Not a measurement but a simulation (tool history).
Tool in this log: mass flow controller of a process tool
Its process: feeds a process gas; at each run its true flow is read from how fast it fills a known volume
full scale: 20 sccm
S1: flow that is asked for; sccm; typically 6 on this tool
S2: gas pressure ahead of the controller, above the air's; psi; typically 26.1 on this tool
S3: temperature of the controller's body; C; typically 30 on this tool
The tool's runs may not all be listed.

run 1 day=0 | S1=6 S2=26.1 S3=30 | true_flow_(%)=98.15
run 2 day=3.025 | S1=6 S2=26.1 S3=30 | true_flow_(%)=98.17
run 3 day=7.146 | S1=6 S2=26.1 S3=30 | true_flow_(%)=98.29
run 4 day=10.158 | S1=6 S2=26.1 S3=30 | true_flow_(%)=98.24
run 5 day=14.204 | S1=6 S2=26.1 S3=30 | true_flow_(%)=98.43
run 6 day=17.942 | S1=6 S2=26.1 S3=37 | true_flow_(%)=98.3
run 7 day=21.875 | S1=6 S2=36.4 S3=37 | true_flow_(%)=98.75
run 8 day=24.712 | S1=6 S2=36.4 S3=37 | true_flow_(%)=98.8
run 9 day=29.417 | S1=6 S2=36.4 S3=37 | true_flow_(%)=98.86
run 10 day=31.925 | S1=6 S2=36.4 S3=37 | true_flow_(%)=98.96
run 11 day=36.521 | S1=6 S2=36.4 S3=37 | true_flow_(%)=99.08
run 12 day=41.021 | S1=6 S2=36.4 S3=35 | true_flow_(%)=99.17
run 13 day=45.454 | S1=9 S2=26.1 S3=30 | true_flow_(%)=99.32
run 14 day=48.688 | S1=9 S2=26.1 S3=30 | true_flow_(%)=99.3
run 15 day=50.996 | S1=9 S2=26.1 S3=30 | true_flow_(%)=99.41
run 16 day=53.992 | S1=9 S2=26.1 S3=30 | true_flow_(%)=99.48
run 17 day=57.175 | S1=9 S2=33.8 S3=30 | true_flow_(%)=99.9
run 18 day=59.229 | S1=6 S2=40.2 S3=34 | true_flow_(%)=99.71
run 19 day=63.096 | S1=6 S2=37.6 S3=34 | true_flow_(%)=99.65
run 20 day=65.362 | S1=15 S2=24.7 S3=26 | true_flow_(%)=100.45
run 21 day=69.862 | S1=6 S2=26.1 S3=28 | true_flow_(%)=99.45
run 22 day=72.454 | S1=16 S2=20.5 S3=23 | true_flow_(%)=100.62
run 23 day=75.396 | S1=18 S2=34.2 S3=24 | true_flow_(%)=101.5
run 24 day=78.8 | S1=18 S2=34.2 S3=20 | true_flow_(%)=101.6
run 25 day=82.2 | S1=14 S2=34.2 S3=22 | true_flow_(%)=101.22
run 26 day=84.779 | S1=14 S2=35.2 S3=30 | true_flow_(%)=101.02
run 27 day=87.288 | S1=14 S2=35.2 S3=30 | true_flow_(%)=101.05
run 28 day=89.629 | S1=6 S2=26.7 S3=30 | true_flow_(%)=99.72
run 29 day=92.375 | S1=3 S2=30.9 S3=39 | true_flow_(%)=99.36
run 30 day=96.296 | S1=6 S2=21.8 S3=30 | true_flow_(%)=99.56
run 31 day=98.942 | S1=7 S2=21.8 S3=23 | true_flow_(%)=100.06

Same runs, no hidden state in the tool, same run-to-run variation:
What the log doesn't record here: flow at rest that the sensor doesn't see, % of full scale; true flow over the shown one, %; drift of the gauge itself on true_pct, %.
run=1 true_flow_(%)=98.16
run=2 true_flow_(%)=98.13
run=3 true_flow_(%)=98.16
run=4 true_flow_(%)=98.07
run=5 true_flow_(%)=98.18
run=6 true_flow_(%)=97.98
run=7 true_flow_(%)=98.35
run=8 true_flow_(%)=98.36
run=9 true_flow_(%)=98.33
run=10 true_flow_(%)=98.38
run=11 true_flow_(%)=98.41
run=12 true_flow_(%)=98.43
run=13 true_flow_(%)=98.49
run=14 true_flow_(%)=98.41
run=15 true_flow_(%)=98.48
run=16 true_flow_(%)=98.49
run=17 true_flow_(%)=98.85
run=18 true_flow_(%)=98.63
run=19 true_flow_(%)=98.49
run=20 true_flow_(%)=99.24
run=21 true_flow_(%)=98.18
run=22 true_flow_(%)=99.28
run=23 true_flow_(%)=100.09
run=24 true_flow_(%)=100.12
run=25 true_flow_(%)=99.69
run=26 true_flow_(%)=99.45
run=27 true_flow_(%)=99.43
run=28 true_flow_(%)=98.09
run=29 true_flow_(%)=97.7
run=30 true_flow_(%)=97.81
run=31 true_flow_(%)=98.25

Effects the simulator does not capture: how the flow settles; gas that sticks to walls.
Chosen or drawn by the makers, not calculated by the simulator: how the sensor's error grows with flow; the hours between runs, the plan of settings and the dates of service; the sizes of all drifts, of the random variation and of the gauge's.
